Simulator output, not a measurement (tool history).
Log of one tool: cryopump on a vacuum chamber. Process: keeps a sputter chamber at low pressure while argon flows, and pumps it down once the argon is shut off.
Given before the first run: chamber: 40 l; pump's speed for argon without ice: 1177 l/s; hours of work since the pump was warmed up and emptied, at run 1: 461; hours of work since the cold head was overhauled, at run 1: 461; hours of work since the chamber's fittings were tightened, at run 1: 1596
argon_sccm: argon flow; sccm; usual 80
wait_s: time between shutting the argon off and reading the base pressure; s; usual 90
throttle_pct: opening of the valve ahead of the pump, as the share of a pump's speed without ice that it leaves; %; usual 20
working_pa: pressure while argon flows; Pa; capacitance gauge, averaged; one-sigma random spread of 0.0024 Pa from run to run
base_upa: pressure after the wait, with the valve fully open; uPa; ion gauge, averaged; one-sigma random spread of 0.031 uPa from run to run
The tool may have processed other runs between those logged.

| run | hour | argon_sccm | wait_s | throttle_pct | hours of work since the pump was warmed up and emptied | hours of work since the cold head was overhauled | hours of work since the chamber's fittings were tightened | working_pa | base_upa |
|---|---|---|---|---|---|---|---|---|---|
| 1 | 0 | 80 | 90 | 20 | 461 | 461 | 1596 | 0.6022 | 3.28 |
| 2 | 18.5 | 80 | 90 | 20 | 476 | 476 | 1611 | 0.6056 | 3.2 |
| 3 | 34.5 | 80 | 90 | 20 | 489 | 489 | 1624 | 0.6062 | 3.32 |
| 4 | 63.4 | 80 | 90 | 20 | 512 | 512 | 1648 | 0.6065 | 3.38 |
| 5 | 76.8 | 80 | 90 | 20 | 523 | 523 | 1658 | 0.6022 | 3.4 |
| 6 | 97.1 | 80 | 90 | 20 | 540 | 540 | 1675 | 0.6099 | 3.49 |
| 7 | 111.6 | 80 | 90 | 20 | 551 | 551 | 1687 | 0.6111 | 3.39 |
| 8 | 140.7 | 80 | 90 | 20 | 575 | 575 | 1710 | 0.6125 | 3.54 |
| 9 | 164.5 | 80 | 90 | 20 | 594 | 594 | 1730 | 0.6165 | 3.52 |
| 10 | 192.9 | 80 | 90 | 20 | 618 | 618 | 1753 | 0.6116 | 3.64 |
| 11 | 219.7 | 80 | 178 | 20 | 639 | 639 | 1775 | 0.6203 | 2.95 |
| 12 | 237.9 | 80 | 178 | 20 | 654 | 654 | 1789 | 0.6184 | 3 |
| 13 | 268.5 | 80 | 178 | 20 | 679 | 679 | 1814 | 0.6218 | 2.98 |
| 14 | 281.5 | 80 | 178 | 20 | 690 | 690 | 1825 | 0.6203 | 3.13 |
| 15 | 301.2 | 80 | 178 | 20 | 706 | 706 | 1841 | 0.6222 | 3.15 |
| 16 | 323.9 | 80 | 90 | 20 | 724 | 724 | 1859 | 0.6223 | 3.77 |
| 17 | 353.5 | 80 | 90 | 20 | 748 | 748 | 1883 | 0.6246 | 4.01 |
| 18 | 370 | 80 | 90 | 20 | 762 | 762 | 1897 | 0.628 | 3.86 |
| 19 | 395.5 | 80 | 90 | 20 | 782 | 782 | 1917 | 0.6279 | 4.02 |
| 20 | 424.7 | 80 | 90 | 20 | 806 | 806 | 1941 | 0.6287 | 4.05 |
| 21 | 453.5 | 140 | 77 | 16 | 829 | 829 | 1965 | 1.3737 | 4.19 |
| 22 | 485.1 | 64 | 77 | 17 | 855 | 855 | 1990 | 0.5951 | 4.47 |
|  | 502 | pump warmed up, emptied and cooled again |
| 23 | 506.4 | 43 | 90 | 17 | 4 | 868 | 2003 | 0.3669 | 3.34 |
| 24 | 533 | 49 | 90 | 18 | 25 | 890 | 2025 | 0.3938 | 3.33 |
| 25 | 553.8 | 73 | 90 | 16 | 42 | 907 | 2042 | 0.6615 | 3.47 |
| 26 | 584.6 | 73 | 90 | 24 | 67 | 932 | 2067 | 0.4441 | 3.29 |
| 27 | 599.7 | 73 | 27 | 24 | 79 | 944 | 2079 | 0.4461 | 6.45 |
| 28 | 630.9 | 53 | 153 | 22 | 105 | 969 | 2105 | 0.3522 | 2.93 |
| 29 | 656.8 | 56 | 84 | 17 | 126 | 991 | 2126 | 0.4791 | 3.66 |
| 30 | 677.3 | 38 | 46 | 31 | 143 | 1007 | 2142 | 0.1808 | 4.57 |
| 31 | 708.2 | 38 | 46 | 31 | 168 | 1032 | 2168 | 0.1806 | 4.71 |
| 32 | 723.9 | 107 | 39 | 20 | 180 | 1045 | 2180 | 0.7894 | 5.41 |
| 33 | 756 | 107 | 39 | 20 | 206 | 1071 | 2206 | 0.7839 | 5.25 |
| 34 | 781.7 | 43 | 23 | 37 | 227 | 1092 | 2227 | 0.175 | 7.42 |
| 35 | 800.2 | 43 | 23 | 37 | 242 | 1107 | 2242 | 0.1772 | 7.25 |

Here are 3 independent what-if runs from the current tool condition. What would each one return?
| A | 818.1 | 80 | 90 | 32 | 257 | 1122 | 2257 | ? | ? |
| B | 818.1 | 80 | 51 | 45 | 257 | 1122 | 2257 | ? | ? |
| C | 818.1 | 37 | 70 | 48 | 257 | 1122 | 2257 | ? | ? |

| run | working_pa | base_upa |
|---|---|---|
| A | 0.3761 | 3.57 |
| B | 0.2721 | 4.66 |
| C | 0.1176 | 4.11 |
What these runs would have given with no unlogged condition in the tool:
| run | working_pa | base_upa |
|---|---|---|
| A | 0.3602 | 1.49 |
| B | 0.2561 | 2.52 |
| C | 0.1102 | 1.93 |
